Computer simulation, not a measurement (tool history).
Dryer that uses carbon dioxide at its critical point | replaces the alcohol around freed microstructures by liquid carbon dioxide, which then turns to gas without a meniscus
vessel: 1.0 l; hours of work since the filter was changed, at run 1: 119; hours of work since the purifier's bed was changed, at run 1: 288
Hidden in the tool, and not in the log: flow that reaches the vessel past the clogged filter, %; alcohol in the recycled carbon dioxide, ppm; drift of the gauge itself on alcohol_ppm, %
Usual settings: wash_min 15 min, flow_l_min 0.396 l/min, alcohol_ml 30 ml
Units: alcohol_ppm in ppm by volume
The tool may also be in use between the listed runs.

run	hour	wash_min	flow_l_min	alcohol_ml	hours of work since the filter was changed	hours of work since the purifier's bed was changed	alcohol_ppm
1	0	15	0.396	30	119	288	237
2	61.8	15	0.396	47	165	334	398
3	109.5	15	0.396	47	201	370	448
# hour 142.9: inlet filter changed
4	154.2	15	0.396	47	8	403	242
5	185.5	15	0.586	47	32	426	64
6	231.7	15	0.396	55	67	461	343
7	272.4	15	0.396	55	97	491	373
8	329.6	15	0.396	55	140	534	433
9	362.7	23	0.396	30	165	559	69
10	430.3	15	0.352	30	216	610	497
# hour 445.3: inlet filter changed
11	495.4	15	0.352	30	38	658	328
12	551	15	0.352	30	79	700	364
13	582.3	15	0.556	30	103	723	83
14	643	15	0.396	30	148	769	282
# hour 686.9: purifier's bed changed
15	697.8	15	0.396	23	187	8	204
# hour 750.2: inlet filter changed
16	754.7	15	0.428	30	3	50	99
17	785.9	15	0.428	30	27	74	109
18	836.6	15	0.428	30	65	112	120
19	872.7	15	0.269	64	92	139	1923
20	940.4	15	0.282	43	143	190	1275
21	997.3	15	0.272	30	186	232	1104
# hour 1052.4: inlet filter changed
22	1064.7	18	0.396	47	9	282	98
23	1101.9	14	0.655	47	37	310	37
24	1151.3	14	0.655	47	74	347	49
25	1179.6	15	0.285	30	96	368	768
26	1240.3	21	0.253	96	141	414	1084
27	1277.8	21	0.253	96	169	442	1177
28	1334	15	0.396	55	211	484	521
# hour 1356.4: inlet filter changed
29	1363.8	15	0.396	55	6	506	288
30	1399.6	21	0.396	66	32	533	78
31	1443.4	21	0.396	66	65	566	92
32	1509.5	13	0.356	66	115	615	1357
33	1541.7	13	0.4	31	139	640	459
34	1589.7	19	0.292	81	175	676	894
35	1631.9	19	0.292	81	207	707	980

Forecast each of these 4 alternatives for the next run:
# hour 1658.4: inlet filter changed
A	1701.3	15	0.396	40	32	759	?
# hour 1658.4: inlet filter changed
B	1701.3	11	0.239	30	32	759	?
# hour 1658.4: inlet filter changed
C	1701.3	19	0.332	26	32	759	?
# hour 1658.4: inlet filter changed
D	1701.3	19	0.292	34	32	759	?

run	alcohol_ppm
A	260
B	2901
C	148
D	286
Without the tool's hidden state the same runs would have given:
run	alcohol_ppm
A	177
B	2655
C	80
D	201
